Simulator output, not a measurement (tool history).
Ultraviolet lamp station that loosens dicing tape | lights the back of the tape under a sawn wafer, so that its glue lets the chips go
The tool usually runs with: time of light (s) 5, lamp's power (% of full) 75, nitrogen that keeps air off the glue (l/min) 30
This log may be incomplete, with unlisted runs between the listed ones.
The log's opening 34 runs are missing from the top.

| run | hour | time of light (s) | lamp's power (% of full) | nitrogen that keeps air off the glue (l/min) | hours of work of the lamp | hours of work since the window was cleaned | force that peels the tape off (N) | light that reached the tape (mJ/cm²) |
|---|---|---|---|---|---|---|---|---|
| 35 | 574.1 | 5 | 73 | 30 | 667 | 301 | 0.864 | 166 |
| 36 | 589.7 | 5 | 73 | 30 | 676 | 309 | 0.915 | 162 |
| 37 | 610.5 | 5 | 75 | 24 | 687 | 321 | 0.951 | 170 |
| 38 | 634 | 5 | 66 | 26 | 700 | 334 | 1.145 | 153 |
| 39 | 657.8 | 4 | 75 | 13 | 714 | 347 | 1.683 | 133 |
| 40 | 669.1 | 4 | 61 | 30 | 720 | 354 | 1.548 | 106 |
| 41 | 691.9 | 2 | 97 | 9 | 733 | 366 | 2.667 | 82 |
| 42 | 709.2 | 2 | 97 | 11 | 742 | 376 | 2.705 | 81 |
| 43 | 721.8 | 5 | 85 | 52 | 749 | 383 | 0.614 | 186 |
| 44 | 735.3 | 4 | 99 | 31 | 757 | 391 | 0.852 | 168 |

Each row is a separate what-if for the run after 44, all from the same tool condition, not one after another. Results?
| A | 758.4 | 2 | 89 | 30 | 770 | 403 | ? | ? |
| B | 758.4 | 4 | 99 | 45 | 770 | 403 | ? | ? |
| C | 758.4 | 2 | 86 | 10 | 770 | 403 | ? | ? |
| D | 758.4 | 10 | 69 | 18 | 770 | 403 | ? | ? |

| run | force that peels the tape off (N) | light that reached the tape (mJ/cm²) |
|---|---|---|
| A | 2.215 | 74 |
| B | 0.725 | 168 |
| C | 2.914 | 72 |
| D | 0.435 | 293 |
The same runs, with their run-to-run variation unchanged, on a tool lacking any hidden condition would have given:
| run | force that peels the tape off (N) | light that reached the tape (mJ/cm²) |
|---|---|---|
| A | 1.506 | 110 |
| B | 0.373 | 250 |
| C | 2.237 | 108 |
| D | 0.243 | 435 |
